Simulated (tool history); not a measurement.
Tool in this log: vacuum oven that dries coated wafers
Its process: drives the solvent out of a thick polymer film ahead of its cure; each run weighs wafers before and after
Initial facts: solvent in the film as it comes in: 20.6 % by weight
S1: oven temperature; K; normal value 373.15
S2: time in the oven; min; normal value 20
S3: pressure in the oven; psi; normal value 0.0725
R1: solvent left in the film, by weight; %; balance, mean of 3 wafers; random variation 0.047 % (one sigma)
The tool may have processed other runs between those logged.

{"run": 1, "hour": 0.0, "S1": 373.15, "S2": 20, "S3": 0.0725, "R1": 4.07}
{"run": 2, "hour": 29.4, "S1": 370.15, "S2": 20, "S3": 0.0725, "R1": 4.96}
{"run": 3, "hour": 59.1, "S1": 386.15, "S2": 20, "S3": 0.0725, "R1": 1.08}
{"run": 4, "hour": 92.1, "S1": 373.15, "S2": 20, "S3": 0.0725, "R1": 3.99}
{"run": 5, "hour": 119.3, "S1": 377.15, "S2": 20, "S3": 0.0725, "R1": 2.84}
{"run": 6, "hour": 143.9, "S1": 377.15, "S2": 20, "S3": 0.0725, "R1": 2.79}
{"run": 7, "hour": 167.9, "S1": 373.15, "S2": 20, "S3": 0.0725, "R1": 4.0}
{"run": 8, "hour": 187.9, "S1": 373.15, "S2": 20, "S3": 0.0725, "R1": 3.96}
{"run": 9, "hour": 207.0, "S1": 373.15, "S2": 20, "S3": 0.0725, "R1": 3.93}
{"run": 10, "hour": 224.6, "S1": 373.15, "S2": 20, "S3": 0.0725, "R1": 3.97}
{"run": 11, "hour": 254.7, "S1": 373.15, "S2": 20, "S3": 0.0725, "R1": 3.87}
{"run": 12, "hour": 283.4, "S1": 373.15, "S2": 20, "S3": 0.0753, "R1": 4.0}
{"run": 13, "hour": 311.0, "S1": 373.15, "S2": 20, "S3": 0.0725, "R1": 3.84}
{"run": 14, "hour": 335.9, "S1": 373.15, "S2": 20, "S3": 0.0725, "R1": 3.96}
{"run": 15, "hour": 364.2, "S1": 373.15, "S2": 20, "S3": 0.0725, "R1": 4.0}
{"run": 16, "hour": 390.0, "S1": 373.15, "S2": 20, "S3": 0.0725, "R1": 3.95}
{"run": 17, "hour": 409.6, "S1": 373.15, "S2": 20, "S3": 0.0725, "R1": 3.92}
{"run": 18, "hour": 436.5, "S1": 373.15, "S2": 20, "S3": 0.0725, "R1": 3.93}
{"run": 19, "hour": 469.9, "S1": 373.15, "S2": 20, "S3": 0.0725, "R1": 3.94}
{"run": 20, "hour": 496.1, "S1": 373.15, "S2": 20, "S3": 0.0725, "R1": 3.97}
{"run": 21, "hour": 524.3, "S1": 372.15, "S2": 22, "S3": 0.1607, "R1": 4.18}
{"run": 22, "hour": 540.6, "S1": 384.15, "S2": 18, "S3": 0.0502, "R1": 1.64}
{"run": 23, "hour": 570.4, "S1": 385.15, "S2": 18, "S3": 0.1317, "R1": 1.81}
{"run": 24, "hour": 585.5, "S1": 385.15, "S2": 18, "S3": 0.1317, "R1": 1.69}
{"run": 25, "hour": 603.7, "S1": 385.15, "S2": 18, "S3": 0.1317, "R1": 1.69}
{"run": 26, "hour": 631.2, "S1": 360.15, "S2": 13, "S3": 0.1962, "R1": 11.34}
{"run": 27, "hour": 656.5, "S1": 360.15, "S2": 13, "S3": 0.1962, "R1": 11.38}
{"run": 28, "hour": 681.8, "S1": 373.15, "S2": 18, "S3": 0.0892, "R1": 4.44}
{"run": 29, "hour": 709.5, "S1": 373.15, "S2": 18, "S3": 0.0892, "R1": 4.43}
{"run": 30, "hour": 725.1, "S1": 373.15, "S2": 21, "S3": 0.0625, "R1": 3.59}
{"run": 31, "hour": 738.7, "S1": 388.15, "S2": 21, "S3": 0.1816, "R1": 1.24}
{"run": 32, "hour": 753.9, "S1": 376.15, "S2": 11, "S3": 0.0454, "R1": 6.06}

Below, each run's measurement less what the same run would have read without the hidden state. Both values contain the same run-to-run variation, but the gauge's scatter may not be the same in both:
Hidden state at play: true wafer temperature over the reading, C; true pressure over the reading, kPa; drift of the gauge itself on solvent_pct, %.
run=1 R1=-0.01
run=2 R1=-0.03
run=3 R1=+0.04
run=4 R1=-0.03
run=5 R1=-0.02
run=6 R1=-0.02
run=7 R1=-0.05
run=8 R1=-0.05
run=9 R1=-0.07
run=10 R1=-0.07
run=11 R1=-0.07
run=12 R1=-0.08
run=13 R1=-0.09
run=14 R1=-0.09
run=15 R1=-0.09
run=16 R1=-0.10
run=17 R1=-0.10
run=18 R1=-0.12
run=19 R1=-0.12
run=20 R1=-0.12
run=21 R1=-0.13
run=22 R1=-0.03
run=23 R1=-0.04
run=24 R1=-0.04
run=25 R1=-0.03
run=26 R1=-0.17
run=27 R1=-0.17
run=28 R1=-0.19
run=29 R1=-0.21
run=30 R1=-0.16
run=31 R1=+0.04
run=32 R1=-0.29
